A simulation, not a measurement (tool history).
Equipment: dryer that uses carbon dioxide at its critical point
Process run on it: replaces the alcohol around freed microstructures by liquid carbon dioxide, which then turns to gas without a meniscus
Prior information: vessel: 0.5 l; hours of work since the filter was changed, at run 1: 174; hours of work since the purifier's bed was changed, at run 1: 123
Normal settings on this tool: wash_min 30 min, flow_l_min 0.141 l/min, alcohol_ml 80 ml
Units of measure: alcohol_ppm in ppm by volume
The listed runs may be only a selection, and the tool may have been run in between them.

| run | hour | wash_min | flow_l_min | alcohol_ml | hours of work since the filter was changed | hours of work since the purifier's bed was changed | alcohol_ppm |
|---|---|---|---|---|---|---|---|
| 1 | 0.0 | 30 | 0.141 | 80 | 174 | 123 | 768 |
| 2 | 9.0 | 19 | 0.141 | 80 | 177 | 126 | 5208 |
| 3 | 18.9 | 19 | 0.141 | 80 | 181 | 130 | 5139 |
| 4 | 25.3 | 30 | 0.144 | 80 | 183 | 132 | 696 |
| 5 | 29.5 | 30 | 0.141 | 80 | 184 | 133 | 780 |
| 6 | 34.3 | 30 | 0.141 | 80 | 186 | 135 | 778 |
| 7 | 40.0 | 30 | 0.141 | 80 | 188 | 137 | 788 |
| 8 | 50.0 | 30 | 0.141 | 80 | 191 | 140 | 763 |
| 9 | 60.3 | 30 | 0.141 | 80 | 195 | 144 | 766 |
| 10 | 68.7 | 30 | 0.141 | 80 | 198 | 146 | 804 |
| 11 | 73.8 | 23 | 0.141 | 80 | 199 | 148 | 2690 |
| 12 | 82.6 | 23 | 0.141 | 80 | 202 | 151 | 2710 |
| 13 | 88.2 | 30 | 0.168 | 80 | 204 | 153 | 320 |
| 14 | 96.4 | 30 | 0.141 | 80 | 207 | 156 | 818 |
| 15 | 102.0 | 30 | 0.141 | 80 | 209 | 158 | 813 |
| 16 | 108.4 | 30 | 0.141 | 80 | 211 | 160 | 841 |
| 17 | 117.5 | 30 | 0.141 | 80 | 214 | 163 | 858 |
| 18 | 124.1 | 30 | 0.141 | 80 | 216 | 165 | 835 |
| 19 | 132.0 | 30 | 0.141 | 80 | 219 | 168 | 861 |
| 20 | 137.3 | 30 | 0.141 | 80 | 221 | 170 | 865 |
| 21 | 146.8 | 30 | 0.141 | 80 | 224 | 173 | 866 |
| 22 | 151.3 | 30 | 0.141 | 80 | 225 | 174 | 883 |
| 23 | 161.5 | 44 | 0.141 | 80 | 229 | 178 | 139 |
| 24 | 167.1 | 44 | 0.141 | 80 | 231 | 180 | 142 |
| 25 | 175.1 | 21 | 0.121 | 119 | 233 | 182 | 9942 |
| 26 | 185.4 | 18 | 0.141 | 80 | 237 | 186 | 6780 |
| 27 | 191.4 | 33 | 0.138 | 69 | 239 | 188 | 583 |
| 28 | 200.4 | 33 | 0.138 | 69 | 242 | 191 | 569 |
| 29 | 209.9 | 24 | 0.224 | 69 | 245 | 194 | 263 |
| 30 | 216.3 | 38 | 0.152 | 42 | 247 | 196 | 143 |
| 31 | 224.5 | 38 | 0.152 | 42 | 250 | 199 | 137 |
| 32 | 230.3 | 34 | 0.094 | 33 | 252 | 201 | 1387 |
| 33 | 237.9 | 34 | 0.094 | 33 | 255 | 203 | 1413 |
| 34 | 246.1 | 28 | 0.106 | 58 | 257 | 206 | 3150 |
| 35 | 251.8 | 28 | 0.106 | 37 | 259 | 208 | 2051 |
| 36 | 260.4 | 28 | 0.106 | 37 | 262 | 211 | 2104 |
| 37 | 267.4 | 30 | 0.236 | 80 | 264 | 213 | 106 |
| 38 | 272.8 | 30 | 0.141 | 78 | 266 | 215 | 1008 |
| 39 | 279.6 | 27 | 0.115 | 22 | 269 | 217 | 1139 |
| 40 | 289.3 | 27 | 0.115 | 22 | 272 | 221 | 1104 |
| 41 | 299.2 | 27 | 0.115 | 22 | 275 | 224 | 1107 |
| 42 | 306.3 | 20 | 0.110 | 80 | 278 | 226 | 11561 |
| 43 | 314.8 | 40 | 0.110 | 80 | 280 | 229 | 902 |
| 44 | 322.6 | 40 | 0.151 | 44 | 283 | 232 | 137 |
| 45 | 332.8 | 43 | 0.219 | 99 | 286 | 235 | 82 |
| 46 | 342.1 | 24 | 0.098 | 109 | 290 | 239 | 12998 |
| 47 | 352.0 | 40 | 0.190 | 41 | 293 | 242 | 91 |
| 48 | 362.4 | 40 | 0.190 | 41 | 296 | 245 | 97 |

Predict each of these 3 candidate next runs independently; none follows another, all start after run 48:
| A | 366.7 | 40 | 0.190 | 34 | 298 | 247 | ? |
| B | 366.7 | 40 | 0.190 | 21 | 298 | 247 | ? |
| C | 366.7 | 30 | 0.149 | 80 | 298 | 247 | ? |

| run | alcohol_ppm |
|---|---|
| A | 97 |
| B | 93 |
| C | 865 |
What these runs would have given with no unlogged condition in the tool:
| run | alcohol_ppm |
|---|---|
| A | 10 |
| B | 10 |
| C | 287 |
